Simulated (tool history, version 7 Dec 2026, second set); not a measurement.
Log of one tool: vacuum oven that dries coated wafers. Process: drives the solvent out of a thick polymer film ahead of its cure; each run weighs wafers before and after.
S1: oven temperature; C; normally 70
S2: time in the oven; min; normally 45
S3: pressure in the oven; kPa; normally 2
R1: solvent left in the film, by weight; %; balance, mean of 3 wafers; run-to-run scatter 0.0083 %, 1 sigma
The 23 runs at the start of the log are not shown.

run	day	S1	S2	S3	R1
24	51.225	70	50	2	1.323
25	52.754	55	50	2	4.265
26	55.788	55	50	2	4.242
27	58.992	55	77	2	2.737
28	60.767	82	39	1.23	0.523
29	63.683	70	25	2	3.378
30	67.054	55	40	1.67	5.067
31	69.029	77	34	1.57	1.083
32	71.325	79	57	1.57	0.585
33	73.804	79	57	1.57	0.592
34	76.538	83	29	2.24	0.957
35	78.029	83	29	2.24	0.952
36	80.229	83	29	2.24	0.934
37	83.292	70	56	2	1.183
38	85.517	70	56	2	1.18
39	88.679	70	68	2.45	1.243
40	91.688	61	45	5.94	4.95
41	93.904	61	45	5.94	4.949
42	95.717	70	63	1.26	0.837
43	97.462	65	34	1.64	2.889
44	99.654	66	26	1.57	3.844
45	102.754	66	26	1.57	3.818
46	104.579	70	48	6.85	3.077

Branching from run 46: 4 alternative next runs. What would each branch give?
A	107.967	83	48	6.85	?
B	107.967	64	34	1.03	?
C	107.967	72	48	6.85	?
D	107.967	70	39	4.5	?

run	R1
A	1.659
B	2.811
C	2.776
D	2.531
With no hidden state in the tool, these same runs would have given:
run	R1
A	1.666
B	3.073
C	2.897
D	2.705

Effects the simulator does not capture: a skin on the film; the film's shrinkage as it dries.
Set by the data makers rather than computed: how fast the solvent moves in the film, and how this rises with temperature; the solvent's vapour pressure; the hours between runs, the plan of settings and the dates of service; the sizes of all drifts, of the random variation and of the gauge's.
